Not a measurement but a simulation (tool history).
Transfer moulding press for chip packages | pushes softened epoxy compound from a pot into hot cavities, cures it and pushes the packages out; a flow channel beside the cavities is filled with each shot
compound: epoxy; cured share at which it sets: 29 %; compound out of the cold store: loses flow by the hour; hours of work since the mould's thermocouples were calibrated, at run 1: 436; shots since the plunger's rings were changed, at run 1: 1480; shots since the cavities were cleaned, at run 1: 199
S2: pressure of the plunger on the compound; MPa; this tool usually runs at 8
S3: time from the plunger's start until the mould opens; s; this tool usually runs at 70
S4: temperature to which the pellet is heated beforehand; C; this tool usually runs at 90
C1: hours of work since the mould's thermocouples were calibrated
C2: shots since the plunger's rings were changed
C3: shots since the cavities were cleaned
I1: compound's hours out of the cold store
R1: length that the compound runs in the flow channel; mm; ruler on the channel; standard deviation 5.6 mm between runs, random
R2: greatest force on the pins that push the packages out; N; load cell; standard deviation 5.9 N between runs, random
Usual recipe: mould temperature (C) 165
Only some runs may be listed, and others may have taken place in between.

{"run": 1, "day": 0.0, "mould temperature (C)": 165, "S2": 8, "S3": 70, "S4": 90, "C1": 436, "C2": 1480, "C3": 199, "I1": 43.4, "R1": 817, "R2": 213}
{"run": 2, "day": 0.512, "mould temperature (C)": 165, "S2": 8.7, "S3": 70, "S4": 90, "C1": 445, "C2": 1677, "C3": 396, "I1": 47.4, "R1": 834, "R2": 214}
{"run": 3, "day": 1.242, "mould temperature (C)": 164, "S2": 8.7, "S3": 70, "S4": 90, "C1": 457, "C2": 1957, "C3": 676, "I1": 46.6, "R1": 833, "R2": 225}
{"day": 1.492, "done": "cavities cleaned with cleaning compound and waxed"}
{"run": 4, "day": 1.833, "mould temperature (C)": 165, "S2": 8, "S3": 70, "S4": 90, "C1": 466, "C2": 2160, "C3": 131, "I1": 16.1, "R1": 999, "R2": 235}
{"run": 5, "day": 2.558, "mould temperature (C)": 165, "S2": 8, "S3": 70, "S4": 90, "C1": 479, "C2": 2439, "C3": 410, "I1": 43.4, "R1": 821, "R2": 219}
{"run": 6, "day": 2.992, "mould temperature (C)": 165, "S2": 8, "S3": 70, "S4": 90, "C1": 486, "C2": 2605, "C3": 576, "I1": 26.1, "R1": 928, "R2": 225}
{"day": 3.512, "done": "cavities cleaned with cleaning compound and waxed"}
{"run": 7, "day": 3.779, "mould temperature (C)": 165, "S2": 8, "S3": 70, "S4": 90, "C1": 499, "C2": 2882, "C3": 102, "I1": 26.8, "R1": 915, "R2": 212}
{"day": 4.167, "done": "plunger's sealing rings changed"}
{"run": 8, "day": 4.442, "mould temperature (C)": 165, "S2": 8, "S3": 109, "S4": 90, "C1": 508, "C2": 106, "C3": 316, "I1": 24.5, "R1": 942, "R2": 169}
{"run": 9, "day": 4.817, "mould temperature (C)": 165, "S2": 8, "S3": 70, "S4": 90, "C1": 515, "C2": 250, "C3": 460, "I1": 12.5, "R1": 1019, "R2": 242}
{"run": 10, "day": 5.421, "mould temperature (C)": 165, "S2": 8, "S3": 67, "S4": 90, "C1": 525, "C2": 482, "C3": 692, "I1": 18, "R1": 989, "R2": 259}
{"day": 5.638, "done": "cavities cleaned with cleaning compound and waxed"}
{"run": 11, "day": 5.879, "mould temperature (C)": 165, "S2": 8, "S3": 67, "S4": 90, "C1": 532, "C2": 634, "C3": 92, "I1": 13.6, "R1": 1025, "R2": 245}
{"run": 12, "day": 6.412, "mould temperature (C)": 165, "S2": 8, "S3": 67, "S4": 90, "C1": 541, "C2": 838, "C3": 296, "I1": 47.3, "R1": 798, "R2": 220}
{"run": 13, "day": 7.108, "mould temperature (C)": 165, "S2": 8, "S3": 70, "S4": 90, "C1": 553, "C2": 1105, "C3": 563, "I1": 11.3, "R1": 1033, "R2": 229}

Run 14 comes next. What will it give?
{"day": 7.621, "done": "cavities cleaned with cleaning compound and waxed"}
{"run": 14, "day": 7.833, "mould temperature (C)": 165, "S2": 8, "S3": 70, "S4": 90, "C1": 564, "C2": 1360, "C3": 82, "I1": 39.2, "R1": "?", "R2": "?"}

{"run 14": {"R1": 855, "R2": 208}}
Minus the tool's unlogged condition, the same run would have read R1 855 mm, R2 207 N.
